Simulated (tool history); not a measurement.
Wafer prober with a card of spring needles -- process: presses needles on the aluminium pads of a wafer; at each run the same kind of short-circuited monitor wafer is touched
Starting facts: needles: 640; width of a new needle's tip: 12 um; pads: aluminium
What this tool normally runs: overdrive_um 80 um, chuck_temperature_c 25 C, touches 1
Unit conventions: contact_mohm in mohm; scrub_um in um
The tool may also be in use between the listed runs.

| run | hour | overdrive_um | chuck_temperature_c | touches | contact_mohm | scrub_um |
|---|---|---|---|---|---|---|
| 1 | 0 | 80 | 25 | 1 | 214 | 21.34 |
|  | 1.9 | tips cleaned on abrasive film |
| 2 | 6.4 | 80 | 25 | 1 | 203 | 21.15 |
|  | 14 | tips cleaned on abrasive film |
| 3 | 20.4 | 80 | 25 | 2 | 200 | 21.37 |
|  | 25.9 | tips cleaned on abrasive film |
| 4 | 28.7 | 62 | 25 | 1 | 207 | 16.45 |
| 5 | 35.8 | 80 | 81 | 1 | 225 | 21.31 |
|  | 37.2 | tips cleaned on abrasive film |
| 6 | 48 | 80 | 81 | 1 | 232 | 21.25 |
|  | 48.8 | tips cleaned on abrasive film |
|  | 60.5 | tips cleaned on abrasive film |
| 7 | 63.3 | 80 | 81 | 1 | 206 | 21.22 |
|  | 71.7 | tips cleaned on abrasive film |
| 8 | 77.1 | 80 | 25 | 1 | 207 | 21.25 |
|  | 82.8 | tips cleaned on abrasive film |
| 9 | 90.1 | 80 | 25 | 1 | 210 | 21.26 |
|  | 93.8 | tips cleaned on abrasive film |
| 10 | 102 | 80 | 25 | 1 | 214 | 21.08 |
|  | 105.3 | tips cleaned on abrasive film |
| 11 | 108.4 | 61 | 25 | 1 | 210 | 16.01 |
| 12 | 116 | 80 | 25 | 1 | 223 | 21.12 |
|  | 116.8 | tips cleaned on abrasive film |
| 13 | 123.1 | 80 | 25 | 3 | 195 | 21.17 |
|  | 127.9 | tips cleaned on abrasive film |
| 14 | 131.1 | 80 | 95 | 3 | 205 | 21.1 |
|  | 139.1 | tips cleaned on abrasive film |
| 15 | 144.8 | 80 | 120 | 3 | 214 | 21.04 |
|  | 150.9 | tips cleaned on abrasive film |
| 16 | 156.1 | 80 | 120 | 3 | 214 | 21.01 |
|  | 162.5 | tips cleaned on abrasive film |
| 17 | 169.9 | 80 | 120 | 3 | 208 | 21.04 |
|  | 174.3 | tips cleaned on abrasive film |
| 18 | 184.6 | 80 | 120 | 3 | 213 | 21.05 |
|  | 185.7 | tips cleaned on abrasive film |
|  | 197 | tips cleaned on abrasive film |
| 19 | 200.1 | 80 | 25 | 1 | 200 | 21.04 |
|  | 208.1 | tips cleaned on abrasive film |
| 20 | 211.3 | 71 | 44 | 2 | 199 | 18.61 |
|  | 219.2 | tips cleaned on abrasive film |
| 21 | 220.5 | 72 | 44 | 2 | 198 | 18.83 |
|  | 230.8 | tips cleaned on abrasive film |
| 22 | 231.9 | 63 | 119 | 1 | 221 | 16.41 |
| 23 | 239.1 | 80 | 49 | 3 | 199 | 20.95 |
|  | 242.4 | tips cleaned on abrasive film |
| 24 | 250.3 | 80 | 49 | 3 | 201 | 21.08 |
|  | 254.2 | tips cleaned on abrasive film |
| 25 | 263.2 | 97 | 65 | 1 | 215 | 25.5 |
|  | 265.2 | tips cleaned on abrasive film |
|  | 276.9 | tips cleaned on abrasive film |
| 26 | 277.9 | 71 | 87 | 1 | 209 | 18.43 |
| 27 | 286.9 | 78 | 104 | 2 | 220 | 20.32 |
|  | 287.9 | tips cleaned on abrasive film |
| 28 | 293.5 | 78 | 104 | 2 | 212 | 20.3 |
|  | 298.9 | tips cleaned on abrasive film |
| 29 | 306.3 | 78 | 92 | 2 | 217 | 20.32 |
|  | 310.4 | tips cleaned on abrasive film |
| 30 | 314.9 | 78 | 92 | 2 | 214 | 20.19 |
|  | 321.4 | tips cleaned on abrasive film |
| 31 | 329.5 | 89 | 30 | 1 | 214 | 23.31 |

Alternative continuations, all from the tool just after run 31; predict every row:
|  | 332.6 | tips cleaned on abrasive film |
|  | 343.7 | tips cleaned on abrasive film |
| A | 343.7 | 80 | 118 | 1 | ? | ? |
|  | 332.6 | tips cleaned on abrasive film |
|  | 343.7 | tips cleaned on abrasive film |
| B | 343.7 | 80 | 55 | 2 | ? | ? |
|  | 332.6 | tips cleaned on abrasive film |
|  | 343.7 | tips cleaned on abrasive film |
| C | 343.7 | 83 | 97 | 1 | ? | ? |
|  | 332.6 | tips cleaned on abrasive film |
|  | 343.7 | tips cleaned on abrasive film |
| D | 343.7 | 80 | 38 | 2 | ? | ? |
|  | 332.6 | tips cleaned on abrasive film |
|  | 343.7 | tips cleaned on abrasive film |
| E | 343.7 | 89 | 88 | 1 | ? | ? |

| run | contact_mohm | scrub_um |
|---|---|---|
| A | 208 | 20.86 |
| B | 195 | 20.8 |
| C | 201 | 21.7 |
| D | 191 | 20.91 |
| E | 199 | 23.19 |
Take away the tool's hidden state, keep each run's random variation, and the runs would have read:
| run | contact_mohm | scrub_um |
|---|---|---|
| A | 204 | 21.4 |
| B | 192 | 21.35 |
| C | 197 | 22.25 |
| D | 188 | 21.45 |
| E | 196 | 23.74 |
